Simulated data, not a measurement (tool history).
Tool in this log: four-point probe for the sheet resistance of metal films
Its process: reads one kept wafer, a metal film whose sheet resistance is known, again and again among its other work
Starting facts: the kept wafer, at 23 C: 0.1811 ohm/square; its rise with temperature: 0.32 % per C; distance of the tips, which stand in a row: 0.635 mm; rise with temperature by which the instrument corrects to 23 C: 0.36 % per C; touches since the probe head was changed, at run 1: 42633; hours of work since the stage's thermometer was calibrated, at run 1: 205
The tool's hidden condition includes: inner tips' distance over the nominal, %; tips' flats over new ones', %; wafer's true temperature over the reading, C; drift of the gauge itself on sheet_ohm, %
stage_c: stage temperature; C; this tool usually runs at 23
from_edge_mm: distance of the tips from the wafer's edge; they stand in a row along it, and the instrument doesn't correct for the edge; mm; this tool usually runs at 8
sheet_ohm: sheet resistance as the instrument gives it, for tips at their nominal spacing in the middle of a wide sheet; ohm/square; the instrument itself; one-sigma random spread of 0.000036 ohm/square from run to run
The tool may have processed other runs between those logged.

| run | hour | stage_c | from_edge_mm | touches since the probe head was changed | hours of work since the stage's thermometer was calibrated | sheet_ohm |
|---|---|---|---|---|---|---|
| 1 | 0.0 | 23 | 8 | 42633 | 205 | 0.181091 |
| 2 | 23.6 | 24 | 8 | 43151 | 219 | 0.181040 |
| 3 | 48.5 | 24 | 7 | 43696 | 233 | 0.181217 |
| 4 | 92.6 | 24 | 7 | 44665 | 258 | 0.181216 |
| 5 | 139.4 | 24 | 7 | 45692 | 285 | 0.181211 |
| 6 | 176.2 | 24 | 7 | 46499 | 306 | 0.181156 |
| 7 | 216.4 | 24 | 7 | 47380 | 329 | 0.181206 |
| 8 | 260.8 | 23 | 8 | 48355 | 354 | 0.180995 |
| 9 | 286.3 | 23 | 8 | 48913 | 369 | 0.181003 |
| 10 | 318.8 | 23 | 10 | 49628 | 387 | 0.180764 |
| 11 | 347.5 | 23 | 8 | 50257 | 404 | 0.180928 |
| 12 | 374.1 | 23 | 8 | 50841 | 419 | 0.180981 |
| 13 | 416.1 | 28 | 18 | 51762 | 443 | 0.180202 |
| 14 | 445.5 | 18 | 15 | 52408 | 460 | 0.180863 |
| 15 | 487.5 | 18 | 4 | 53329 | 484 | 0.183067 |
| 16 | 531.3 | 18 | 4 | 54290 | 509 | 0.183008 |
|  | 534.1 | stage's thermometer calibrated |
| 17 | 573.2 | 18 | 4 | 55197 | 22 | 0.183081 |
| 18 | 607.3 | 25 | 4 | 55945 | 42 | 0.182605 |
| 19 | 636.9 | 21 | 4 | 56595 | 59 | 0.182851 |
|  | 657.1 | stage's thermometer calibrated, once more |
| 20 | 665.5 | 27 | 4 | 57212 | 5 | 0.182400 |
| 21 | 704.6 | 20 | 17 | 58069 | 27 | 0.180530 |
| 22 | 740.6 | 20 | 17 | 58860 | 48 | 0.180528 |
| 23 | 784.8 | 29 | 21 | 59829 | 73 | 0.179878 |

Here are 4 independent what-if runs from the current tool condition. What would each one return?
| A | 817.0 | 23 | 5 | 60535 | 91 | ? |
| B | 817.0 | 29 | 11 | 60535 | 91 | ? |
| C | 817.0 | 29 | 21 | 60535 | 91 | ? |
| D | 817.0 | 20 | 6 | 60535 | 91 | ? |

| run | sheet_ohm |
|---|---|
| A | 0.181706 |
| B | 0.180148 |
| C | 0.179871 |
| D | 0.181457 |
What these runs would have given with no unlogged condition in the tool:
| run | sheet_ohm |
|---|---|
| A | 0.182653 |
| B | 0.181087 |
| C | 0.180808 |
| D | 0.182402 |

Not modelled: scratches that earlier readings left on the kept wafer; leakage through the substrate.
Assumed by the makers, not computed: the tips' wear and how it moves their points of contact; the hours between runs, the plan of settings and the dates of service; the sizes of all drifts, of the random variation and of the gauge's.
